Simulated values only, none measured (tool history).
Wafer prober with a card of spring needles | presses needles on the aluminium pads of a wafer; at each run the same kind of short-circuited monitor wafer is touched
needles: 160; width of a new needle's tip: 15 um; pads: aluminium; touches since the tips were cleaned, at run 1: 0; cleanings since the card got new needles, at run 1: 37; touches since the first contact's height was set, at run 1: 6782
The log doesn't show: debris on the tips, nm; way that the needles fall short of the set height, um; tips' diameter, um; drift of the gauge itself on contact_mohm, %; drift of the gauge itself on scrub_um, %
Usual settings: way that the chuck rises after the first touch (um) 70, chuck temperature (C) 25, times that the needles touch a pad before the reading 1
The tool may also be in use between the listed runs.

run,day,way that the chuck rises after the first touch (um),chuck temperature (C),times that the needles touch a pad before the reading,touches since the tips were cleaned,cleanings since the card got new needles,touches since the first contact's height was set,resistance of one needle with its contact and lead (mohm),way that a needle slides on the pad (um)
1,0.000,70,25,1,0,37,6782,140,14.80
# day 1.083: tips cleaned on abrasive film
# day 2.321: tips cleaned on abrasive film
# day 3.329: tips cleaned on abrasive film
2,3.329,70,25,1,0,40,26846,142,14.79
# day 4.529: tips cleaned on abrasive film
# day 5.775: tips cleaned on abrasive film
# day 6.942: tips cleaned on abrasive film
3,6.954,70,25,1,90,43,48682,142,14.79
# day 8.042: tips cleaned on abrasive film
# day 9.175: tips cleaned on abrasive film
4,10.158,75,25,1,5940,45,67994,136,15.82
# day 10.412: tips cleaned on abrasive film
# day 11.612: tips cleaned on abrasive film
# day 12.721: tips cleaned on abrasive film
5,12.821,70,25,2,610,48,84024,139,14.77
# day 13.779: tips cleaned on abrasive film
# day 14.908: tips cleaned on abrasive film
6,15.871,77,42,2,5803,50,102400,146,16.18
# day 16.079: tips cleaned on abrasive film
# day 17.267: tips cleaned on abrasive film
# day 18.375: tips cleaned on abrasive film
7,18.854,75,54,2,2881,53,120362,145,15.79

Forecast run 8:
# day 19.554: tips cleaned on abrasive film
# day 20.792: tips cleaned on abrasive film
# day 21.925: tips cleaned on abrasive film
8,22.350,50,54,2,2578,56,141435,?,?

resistance of one needle with its contact and lead (mohm): 154
way that a needle slides on the pad (um): 10.54
Without the tool's hidden state the same run would have given resistance of one needle with its contact and lead (mohm) 154, way that a needle slides on the pad (um) 10.55.
